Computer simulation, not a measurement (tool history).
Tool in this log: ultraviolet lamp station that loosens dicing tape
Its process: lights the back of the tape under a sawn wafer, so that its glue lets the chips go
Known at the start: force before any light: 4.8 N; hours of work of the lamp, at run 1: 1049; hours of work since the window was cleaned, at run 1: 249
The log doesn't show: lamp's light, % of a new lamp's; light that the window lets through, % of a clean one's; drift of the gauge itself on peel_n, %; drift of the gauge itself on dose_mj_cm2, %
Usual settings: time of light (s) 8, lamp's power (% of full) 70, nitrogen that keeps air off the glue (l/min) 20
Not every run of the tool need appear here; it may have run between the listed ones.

run    hour  time of light (s)  lamp's power (% of full)  nitrogen that keeps air off the glue (l/min)  hours of work of the lamp  hours of work since the window was cleaned  force that peels the tape off (N)  light that reached the tape (J/m2)
  1       0                  8                        70                                            20                       1049                                         249                              0.592                                2790
  2    44.7                  8                        70                                            20                       1080                                         280                              0.596                                2700
  3    86.8                  8                        70                                            20                       1109                                         309                              0.638                                2680
  4   141.3                 16                        70                                            20                       1147                                         347                              0.282                                5250
  5   179.4                 16                        70                                            20                       1173                                         373                              0.272                                5170
  6   212.5                 16                        70                                            20                       1196                                         396                              0.289                                5120
  7   274.9                  8                        70                                            20                       1239                                         439                              0.717                                2450
  8     323                  8                        70                                            20                       1272                                         472                              0.756                                2460
  9   382.7                  8                        70                                             8                       1313                                         513                              1.239                                2390
      416.7  -- window cleaned of glue's vapour
 10   435.2                  8                        70                                             8                       1349                                          13                              1.344                                2310
 11   474.7                  8                        70                                            20                       1376                                          40                              0.824                                2230
 12     532                  8                        70                                            20                       1416                                          80                              0.847                                2240
      537.8  -- lamp changed
      556.7  -- window cleaned of glue's vapour, once more
 13   567.6                  8                        70                                            20                         20                                           8                              0.366                                3860
 14   616.9                  8                        70                                            20                         54                                          42                              0.381                                3830
 15   677.4                  8                        98                                            20                         96                                          83                              0.294                                5180
 16   741.2                  8                        92                                             8                        140                                         127                              0.468                                4780
 17   780.4                  8                        92                                             8                        167                                         154                              0.472                                4770
 18   814.1                  8                        87                                            20                        190                                         178                              0.338                                4420
 19   858.4                  8                        87                                            20                        221                                         208                              0.331                                4380
 20   901.6                  8                        87                                            20                        251                                         238                              0.313                                4320
 21     948                  8                        87                                            20                        283                                         270                              0.335                                4230
 22   995.1                  8                        87                                            20                        315                                         302                              0.359                                4180
 23  1033.6                  5                        66                                             9                        342                                         329                              1.495                                1920
 24  1093.9                  5                        66                                             9                        383                                         371                              1.544                                1930
 25  1171.9                  4                        70                                             6                        437                                         424                              2.063                                1590
 26  1240.8                  4                        68                                             6                        485                                         472                              2.181                                1470
 27  1294.6                 14                        71                                            12                        522                                         509                              0.347                                5340
     1334.5  -- window cleaned of glue's vapour
 28  1361.4                 14                        71                                            12                        567                                          19                              0.297                                5930
 29  1407.1                  5                        71                                            16                        599                                          50                              0.998                                2080

Selected run-to-run steps in force that peels the tape off (N), each split into two signed amounts: the part the tool would show with no hidden state at all (from settings, incoming material and random variation), and the remainder, which goes to the hidden state together with any gauge scatter not common to the measured and the hidden-state-free results:
Run 12 -> 13: lamp changed, window cleaned of glue's vapour, once more. force that peels the tape off (N) -0.481: hidden state -0.475, all else -0.006.
Run 22 -> 23: time of light (s) 8 -> 5, lamp's power (% of full) 87 -> 66, nitrogen that keeps air off the glue (l/min) 20 -> 9. force that peels the tape off (N) +1.136: hidden state +0.248, all else +0.888.
Run 26 -> 27: time of light (s) 4 -> 14, lamp's power (% of full) 68 -> 71, nitrogen that keeps air off the glue (l/min) 6 -> 12. force that peels the tape off (N) -1.834: hidden state -0.381, all else -1.453.
